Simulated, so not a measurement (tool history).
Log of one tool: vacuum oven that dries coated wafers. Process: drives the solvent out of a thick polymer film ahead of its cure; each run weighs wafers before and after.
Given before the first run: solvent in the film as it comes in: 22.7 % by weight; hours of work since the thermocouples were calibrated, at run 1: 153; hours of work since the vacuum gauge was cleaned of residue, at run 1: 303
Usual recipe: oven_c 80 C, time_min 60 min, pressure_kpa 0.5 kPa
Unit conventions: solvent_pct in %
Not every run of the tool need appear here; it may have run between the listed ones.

run	hour	oven_c	time_min	pressure_kpa	hours of work since the thermocouples were calibrated	hours of work since the vacuum gauge was cleaned of residue	solvent_pct
1	0	80	60	0.5	153	303	1
2	52.2	80	60	0.5	180	330	1.02
3	170.1	80	60	0.423	242	392	1.03
4	235.5	80	60	0.423	276	426	1.03
5	332.4	80	60	0.423	327	476	1.11
6	396.8	80	60	0.719	360	510	1.14
7	490.4	71	60	0.719	409	559	4.36
8	544.3	71	60	0.719	437	587	4.37
# hour 551.2: vacuum gauge cleaned of residue and calibrated
9	634	80	33	1.439	483	43	4.07
10	735.7	80	33	1.439	537	96	4.15
11	845.7	80	33	1.439	594	154	4.17
# hour 872: oven's thermocouples calibrated
12	901.4	80	33	1.439	15	182	3.27
13	950	82	92	0.63	41	207	0.27
14	998.3	82	92	0.63	66	233	0.31
15	1058.4	82	92	0.63	97	264	0.2
16	1113.1	82	92	0.63	126	293	0.24

Pick out some run-to-run changes in solvent_pct. Of each, how much would a tool without hidden state show as well, from the settings, what came in and chance, and how much is left for the hidden state and any gauge scatter not in both results compared?
What the log doesn't record here: true wafer temperature over the reading, C; true pressure over the reading, kPa; drift of the gauge itself on solvent_pct, %.
Run 6 -> 7: oven_c 80 -> 71. solvent_pct +3.22 %: hidden state +0.35, all else +2.87.
Run 11 -> 12: oven's thermocouples calibrated. solvent_pct -0.9 %: hidden state -0.85, all else -0.05.
